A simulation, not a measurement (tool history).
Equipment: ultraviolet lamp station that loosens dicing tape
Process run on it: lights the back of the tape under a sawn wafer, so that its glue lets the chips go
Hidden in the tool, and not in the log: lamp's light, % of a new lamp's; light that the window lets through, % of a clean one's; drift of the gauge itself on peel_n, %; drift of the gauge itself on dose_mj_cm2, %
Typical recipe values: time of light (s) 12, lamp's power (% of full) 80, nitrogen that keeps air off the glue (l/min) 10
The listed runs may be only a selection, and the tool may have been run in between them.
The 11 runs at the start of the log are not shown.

run     day  time of light (s)  lamp's power (% of full)  nitrogen that keeps air off the glue (l/min)  hours of work of the lamp  hours of work since the window was cleaned  force that peels the tape off (N)  light that reached the tape (mJ/cm2)
 12   8.554                 12                        80                                            12                        253                                          41                              1.278                                   270
 13   9.433                 12                        80                                            10                        266                                          53                              1.408                                   265
     10.125  -- window cleaned of glue's vapour, once more
 14  10.125                 12                        80                                            10                        275                                           0                              0.869                                   351
 15  10.879                  9                        80                                            10                        286                                          11                              1.450                                   259
 16  11.529                  9                        80                                             6                        295                                          20                              1.702                                   260
 17  12.042                  9                        80                                             6                        302                                          27                              1.742                                   259
 18  12.604                  9                        80                                             6                        310                                          35                              1.722                                   261
 19  13.154                 11                        80                                            10                        318                                          43                              1.101                                   318
 20  14.004                 12                        80                                            10                        330                                          55                              0.937                                   340
 21  14.575                 12                        80                                            10                        338                                          63                              0.921                                   338
 22  15.288                 12                        80                                            10                        348                                          73                              0.965                                   341
 23  15.833                 16                        80                                            10                        356                                          80                              0.587                                   447
 24  16.317                 16                        93                                             4                        363                                          87                              0.691                                   516
 25  16.983                 16                        77                                             3                        372                                          97                              1.093                                   425
 26  17.775                 12                        72                                             8                        383                                         108                              1.309                                   292
 27  18.504                  8                        72                                            11                        393                                         118                              2.013                                   193
 28  19.238                  8                        72                                            11                        404                                         128                              2.101                                   195

Run 29, settings as shown, results not yet in. Your forecast:
 29  19.825                 11                        64                                            11                        412                                         137                                  ?                                     ?

Run 29 yielded force that peels the tape off (N) 1.579, light that reached the tape (mJ/cm2) 238.
On a tool with no hidden condition, and with the same random variation, this run would have come out at force that peels the tape off (N) 1.208, light that reached the tape (mJ/cm2) 286.

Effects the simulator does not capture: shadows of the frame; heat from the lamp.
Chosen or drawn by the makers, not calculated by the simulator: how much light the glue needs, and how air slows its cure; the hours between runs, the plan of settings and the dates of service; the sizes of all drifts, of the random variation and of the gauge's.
